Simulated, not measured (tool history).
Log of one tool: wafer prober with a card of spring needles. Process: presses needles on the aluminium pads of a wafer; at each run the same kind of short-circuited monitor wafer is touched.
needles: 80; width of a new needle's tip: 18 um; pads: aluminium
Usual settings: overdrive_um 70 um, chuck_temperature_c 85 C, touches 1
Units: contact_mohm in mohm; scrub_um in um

run   hour  overdrive_um  chuck_temperature_c  touches  contact_mohm  scrub_um
  1    0.0            70                   85        1           189     15.33
       6.0  -- tips cleaned on abrasive film
      10.8  -- tips cleaned on abrasive film
      16.9  -- tips cleaned on abrasive film
      22.9  -- tips cleaned on abrasive film
      28.9  -- tips cleaned on abrasive film
      34.6  -- tips cleaned on abrasive film
  2   34.6            70                   85        1           188     15.26
      39.4  -- tips cleaned on abrasive film
      44.2  -- tips cleaned on abrasive film
      50.2  -- tips cleaned on abrasive film
      56.3  -- tips cleaned on abrasive film
      62.3  -- tips cleaned on abrasive film
      68.3  -- tips cleaned on abrasive film
      73.1  -- tips cleaned on abrasive film
      79.1  -- tips cleaned on abrasive film
      84.0  -- tips cleaned on abrasive film
      90.0  -- tips cleaned on abrasive film
  3   92.0            70                   85        1           192     15.19
      95.6  -- tips cleaned on abrasive film
     101.6  -- tips cleaned on abrasive film
     106.5  -- tips cleaned on abrasive film
     112.5  -- tips cleaned on abrasive film
     118.5  -- tips cleaned on abrasive film
     124.5  -- tips cleaned on abrasive film
     130.5  -- tips cleaned on abrasive film
     135.4  -- tips cleaned on abrasive film
     141.4  -- tips cleaned on abrasive film
     147.4  -- tips cleaned on abrasive film
     152.3  -- tips cleaned on abrasive film
  4  152.3            70                   85        1           187     15.01
     157.2  -- tips cleaned on abrasive film
     163.2  -- tips cleaned on abrasive film
     168.0  -- tips cleaned on abrasive film
     172.8  -- tips cleaned on abrasive film
     178.9  -- tips cleaned on abrasive film
     183.7  -- tips cleaned on abrasive film
     189.7  -- tips cleaned on abrasive film
     194.5  -- tips cleaned on abrasive film
     200.5  -- tips cleaned on abrasive film
     205.4  -- tips cleaned on abrasive film
     210.2  -- tips cleaned on abrasive film
     216.2  -- tips cleaned on abrasive film
     221.1  -- tips cleaned on abrasive film
     223.7  -- height of the first contact set anew
     226.2  -- tips cleaned on abrasive film
  5  229.3            70                   85        1           195     15.69
     231.8  -- tips cleaned on abrasive film
     236.6  -- tips cleaned on abrasive film
     242.6  -- tips cleaned on abrasive film
     248.6  -- tips cleaned on abrasive film
     254.6  -- tips cleaned on abrasive film
     259.5  -- tips cleaned on abrasive film
     265.5  -- tips cleaned on abrasive film
     270.3  -- tips cleaned on abrasive film
     276.3  -- tips cleaned on abrasive film
     281.2  -- tips cleaned on abrasive film
     287.2  -- tips cleaned on abrasive film
  6  290.5            56                   85        1           205     12.37
     293.0  -- tips cleaned on abrasive film
     297.8  -- tips cleaned on abrasive film
     303.8  -- tips cleaned on abrasive film
     308.7  -- tips cleaned on abrasive film
     314.7  -- tips cleaned on abrasive film
     319.5  -- tips cleaned on abrasive film
     325.5  -- tips cleaned on abrasive film
     330.4  -- tips cleaned on abrasive film
  7  331.3            56                   91        1           202     12.27
     336.2  -- tips cleaned on abrasive film
     342.2  -- tips cleaned on abrasive film
     347.0  -- tips cleaned on abrasive film
     353.0  -- tips cleaned on abrasive film
     359.0  -- tips cleaned on abrasive film
     365.1  -- tips cleaned on abrasive film
     371.1  -- tips cleaned on abrasive film
  8  372.7            58                   85        1           200     12.56
     376.4  -- tips cleaned on abrasive film
     381.2  -- tips cleaned on abrasive film
     387.2  -- tips cleaned on abrasive film
     393.3  -- tips cleaned on abrasive film
     399.3  -- tips cleaned on abrasive film
     405.3  -- tips cleaned on abrasive film
  9  408.6            70                   85        1           198     15.19
     411.0  -- tips cleaned on abrasive film
     415.9  -- tips cleaned on abrasive film
     421.9  -- tips cleaned on abrasive film
     426.7  -- tips cleaned on abrasive film
     431.5  -- tips cleaned on abrasive film
     437.6  -- tips cleaned on abrasive film
     442.4  -- tips cleaned on abrasive film
     448.4  -- tips cleaned on abrasive film
     453.2  -- tips cleaned on abrasive film
 10  457.6            70                   64        1           195     14.96
     458.9  -- tips cleaned on abrasive film
     464.9  -- tips cleaned on abrasive film
     470.9  -- tips cleaned on abrasive film
     476.9  -- tips cleaned on abrasive film
     482.9  -- tips cleaned on abrasive film
     487.7  -- tips cleaned on abrasive film
     492.6  -- tips cleaned on abrasive film
     498.6  -- tips cleaned on abrasive film
     503.4  -- tips cleaned on abrasive film
     509.4  -- tips cleaned on abrasive film
     514.3  -- tips cleaned on abrasive film
     520.3  -- tips cleaned on abrasive film
 11  524.6            51                   73        2           211     10.61
     525.8  -- tips cleaned on abrasive film
     530.7  -- tips cleaned on abrasive film
     535.5  -- tips cleaned on abrasive film
     541.5  -- tips cleaned on abrasive film
     547.5  -- tips cleaned on abrasive film
     553.6  -- tips cleaned on abrasive film
     559.6  -- tips cleaned on abrasive film
     565.6  -- tips cleaned on abrasive film
     571.6  -- tips cleaned on abrasive film
     575.5  -- height of the first contact set anew
     577.9  -- tips cleaned on abrasive film
     582.8  -- tips cleaned on abrasive film
     588.8  -- tips cleaned on abrasive film
     594.8  -- tips cleaned on abrasive film
     600.8  -- tips cleaned on abrasive film
     606.4  -- tips cleaned on abrasive film
 12  606.4            51                   85        2           199     11.32
     612.4  -- tips cleaned on abrasive film
     624.4  -- card fitted with new needles
     629.2  -- tips cleaned on abrasive film
     634.1  -- tips cleaned on abrasive film
     640.1  -- tips cleaned on abrasive film
     644.9  -- tips cleaned on abrasive film
     649.8  -- tips cleaned on abrasive film
     655.8  -- tips cleaned on abrasive film
     661.6  -- tips cleaned on abrasive film
 13  661.6            51                   85        2           186     11.28
     667.6  -- tips cleaned on abrasive film
     673.6  -- tips cleaned on abrasive film
     679.6  -- tips cleaned on abrasive film
     684.4  -- tips cleaned on abrasive film
     690.5  -- tips cleaned on abrasive film
     695.3  -- tips cleaned on abrasive film
 14  698.2            55                   33        2           179     12.15
     700.7  -- tips cleaned on abrasive film
     705.5  -- tips cleaned on abrasive film
     711.5  -- tips cleaned on abrasive film
     717.5  -- tips cleaned on abrasive film
     722.4  -- tips cleaned on abrasive film
     728.4  -- tips cleaned on abrasive film
     733.2  -- tips cleaned on abrasive film
 15  734.6            70                   47        2           174     15.33
     738.2  -- tips cleaned on abrasive film
     743.1  -- tips cleaned on abrasive film
     749.1  -- tips cleaned on abrasive film
     755.1  -- tips cleaned on abrasive film
     761.1  -- tips cleaned on abrasive film
     765.9  -- tips cleaned on abrasive film
     772.0  -- tips cleaned on abrasive film
     776.8  -- tips cleaned on abrasive film
     782.8  -- tips cleaned on abrasive film
     787.6  -- tips cleaned on abrasive film
     793.6  -- tips cleaned on abrasive film
     799.7  -- tips cleaned on abrasive film
     805.6  -- tips cleaned on abrasive film
 16  805.6            70                   47        2           174     15.19
     810.4  -- tips cleaned on abrasive film
     815.3  -- tips cleaned on abrasive film
     821.3  -- tips cleaned on abrasive film
     826.1  -- tips cleaned on abrasive film
     830.9  -- tips cleaned on abrasive film
     836.9  -- tips cleaned on abrasive film
     843.0  -- tips cleaned on abrasive film
     847.8  -- tips cleaned on abrasive film
     853.8  -- tips cleaned on abrasive film
     859.8  -- tips cleaned on abrasive film
     865.8  -- tips cleaned on abrasive film
     870.7  -- tips cleaned on abrasive film
     876.7  -- tips cleaned on abrasive film
 17  881.1            70                   47        2           176     14.93

Measured less the same run without the tool's hidden state. The same run-to-run variation is in both; the gauge's scatter may not be:
The hidden state here: debris on the tips, nm; way that the needles fall short of the set height, um; tips' diameter, um; drift of the gauge itself on contact_mohm, %; drift of the gauge itself on scrub_um, %.
run  contact_mohm  scrub_um
  1            +8     -0.34
  2            +8     -0.44
  3           +13     -0.59
  4            +8     -0.75
  5           +15     -0.02
  6           +22     -0.19
  7           +16     -0.30
  8           +18     -0.41
  9           +17     -0.51
 10           +21     -0.65
 11           +28     -0.85
 12           +14     -0.10
 13            +0     -0.11
 14            +4     -0.19
 15            +2     -0.30
 16            +1     -0.51
 17            +5     -0.71
